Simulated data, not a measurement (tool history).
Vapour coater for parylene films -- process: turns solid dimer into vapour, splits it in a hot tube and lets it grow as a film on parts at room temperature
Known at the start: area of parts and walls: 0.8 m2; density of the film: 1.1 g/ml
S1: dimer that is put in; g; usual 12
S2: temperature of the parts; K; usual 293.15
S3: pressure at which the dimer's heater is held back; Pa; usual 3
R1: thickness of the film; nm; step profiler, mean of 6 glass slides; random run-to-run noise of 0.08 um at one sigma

run,hour,S1,S2,S3,R1
1,0,12,293.15,3,9450
2,19.4,12,293.15,3,9310
3,33.6,12,293.15,3,9350
4,45.8,12,293.15,3,9280
# hour 48.4: table's thermometer calibrated
5,66.3,12,289.15,3,10830
6,82.8,12,289.15,3,11020
7,96.3,12,289.15,3,11220
8,109.1,12,293.15,8.76,8240
9,123.3,12,293.15,8.76,8150
10,142.2,6,293.15,11.15,3970
11,158.1,15,291.15,3.33,12260
12,168.7,15,291.15,3.33,12200
# hour 178.4: table's thermometer calibrated, once more
13,179,15,305.15,6.94,6260

3 options for the next run, each taken on its own from the tool as it stands now. Forecast them:
A,199.4,6,290.15,3.28,?
B,199.4,16,305.15,6.94,?
C,199.4,17,305.15,9.39,?

run,R1
A,5210
B,6580
C,6850
The same runs, with their run-to-run variation unchanged, on a tool lacking any hidden condition would have given:
run,R1
A,5440
B,6870
C,7160

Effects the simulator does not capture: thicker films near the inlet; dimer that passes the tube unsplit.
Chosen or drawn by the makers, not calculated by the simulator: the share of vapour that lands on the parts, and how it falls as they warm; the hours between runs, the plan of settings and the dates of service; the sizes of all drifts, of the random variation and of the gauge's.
